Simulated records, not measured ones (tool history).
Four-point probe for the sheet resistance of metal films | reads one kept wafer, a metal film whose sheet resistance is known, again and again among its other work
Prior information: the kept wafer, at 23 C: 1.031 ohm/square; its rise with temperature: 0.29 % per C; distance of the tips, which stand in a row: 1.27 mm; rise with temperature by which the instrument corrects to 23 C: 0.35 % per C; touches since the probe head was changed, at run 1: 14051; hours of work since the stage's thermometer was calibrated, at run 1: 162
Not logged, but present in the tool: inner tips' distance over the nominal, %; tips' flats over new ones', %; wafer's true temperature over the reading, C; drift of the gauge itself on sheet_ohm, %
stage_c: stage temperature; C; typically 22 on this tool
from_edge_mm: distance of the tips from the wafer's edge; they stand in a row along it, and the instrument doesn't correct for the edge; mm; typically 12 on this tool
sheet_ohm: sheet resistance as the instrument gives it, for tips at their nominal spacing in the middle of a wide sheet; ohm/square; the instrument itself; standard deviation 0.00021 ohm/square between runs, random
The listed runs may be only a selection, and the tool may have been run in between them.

| run | day | stage_c | from_edge_mm | touches since the probe head was changed | hours of work since the stage's thermometer was calibrated | sheet_ohm |
|---|---|---|---|---|---|---|
| 1 | 0 | 22 | 12 | 14051 | 162 | 1.037572 |
| 2 | 1.129 | 21 | 12 | 14806 | 175 | 1.038571 |
| 3 | 2.054 | 21 | 12 | 15425 | 186 | 1.038789 |
| 4 | 3.658 | 22 | 12 | 16495 | 204 | 1.037889 |
| 5 | 4.683 | 22 | 12 | 17180 | 216 | 1.037989 |
| 6 | 6.417 | 22 | 12 | 18339 | 236 | 1.038065 |
| 7 | 7.292 | 22 | 12 | 18923 | 246 | 1.038144 |
| 8 | 8.525 | 22 | 12 | 19747 | 261 | 1.037294 |
| 9 | 9.312 | 22 | 12 | 20274 | 270 | 1.0377 |
| 10 | 10.042 | 22 | 12 | 20762 | 278 | 1.037946 |
| 11 | 11.783 | 27 | 12 | 21925 | 298 | 1.034805 |
| 12 | 13.529 | 27 | 12 | 23093 | 319 | 1.034657 |
| 13 | 14.638 | 27 | 12 | 23834 | 332 | 1.034537 |
| 14 | 15.433 | 22 | 12 | 24364 | 341 | 1.03736 |
| 15 | 16.342 | 22 | 12 | 24973 | 351 | 1.037639 |
| 16 | 17.621 | 34 | 12 | 25826 | 366 | 1.03076 |
| 17 | 19.1 | 34 | 12 | 26816 | 383 | 1.030978 |
| 18 | 20.508 | 34 | 12 | 27758 | 400 | 1.030955 |
| 19 | 21.238 | 22 | 12 | 28245 | 408 | 1.037781 |
| 20 | 21.979 | 22 | 12 | 28739 | 417 | 1.038044 |
| 21 | 22.892 | 22 | 12 | 29349 | 427 | 1.037746 |
| 22 | 24.658 | 18 | 21 | 30531 | 448 | 1.035711 |
| 23 | 25.825 | 18 | 21 | 31310 | 461 | 1.036003 |
| 24 | 27.554 | 30 | 31 | 32467 | 481 | 1.027741 |
| 25 | 28.471 | 30 | 31 | 33077 | 492 | 1.027779 |
| 26 | 29.25 | 30 | 6 | 33597 | 501 | 1.051207 |
| 27 | 30.921 | 30 | 8 | 34715 | 520 | 1.040808 |
| 28 | 32.55 | 23 | 29 | 35805 | 539 | 1.032149 |
| 29 | 33.508 | 23 | 29 | 36444 | 550 | 1.032031 |
| 30 | 34.817 | 23 | 64 | 37320 | 565 | 1.031196 |
| 31 | 36.071 | 23 | 64 | 38156 | 580 | 1.031512 |
| 32 | 37.475 | 23 | 64 | 39095 | 596 | 1.031241 |
| 33 | 38.817 | 33 | 6 | 39993 | 612 | 1.049759 |
| 34 | 40.375 | 33 | 6 | 41032 | 630 | 1.048827 |
| 35 | 41.617 | 33 | 49 | 41864 | 644 | 1.02538 |
| 36 | 42.988 | 23 | 11 | 42778 | 660 | 1.038172 |
| 37 | 44.517 | 22 | 44 | 43800 | 678 | 1.032502 |
| 38 | 46.171 | 22 | 44 | 44906 | 697 | 1.032515 |
| 39 | 46.9 | 22 | 8 | 45394 | 706 | 1.045386 |
| 40 | 48.625 | 22 | 9 | 46548 | 726 | 1.042373 |

3 ways to go on from here, each from the tool as it stands after run 40. What would each give?
| A | 49.983 | 25 | 75 | 47455 | 741 | ? |
| B | 49.983 | 30 | 57 | 47455 | 741 | ? |
| C | 49.983 | 22 | 4 | 47455 | 741 | ? |

| run | sheet_ohm |
|---|---|
| A | 1.029825 |
| B | 1.027118 |
| C | 1.084314 |
Stripped of hidden state, with their random variation kept, the same runs would have yielded:
| run | sheet_ohm |
|---|---|
| A | 1.02988 |
| B | 1.027172 |
| C | 1.084371 |
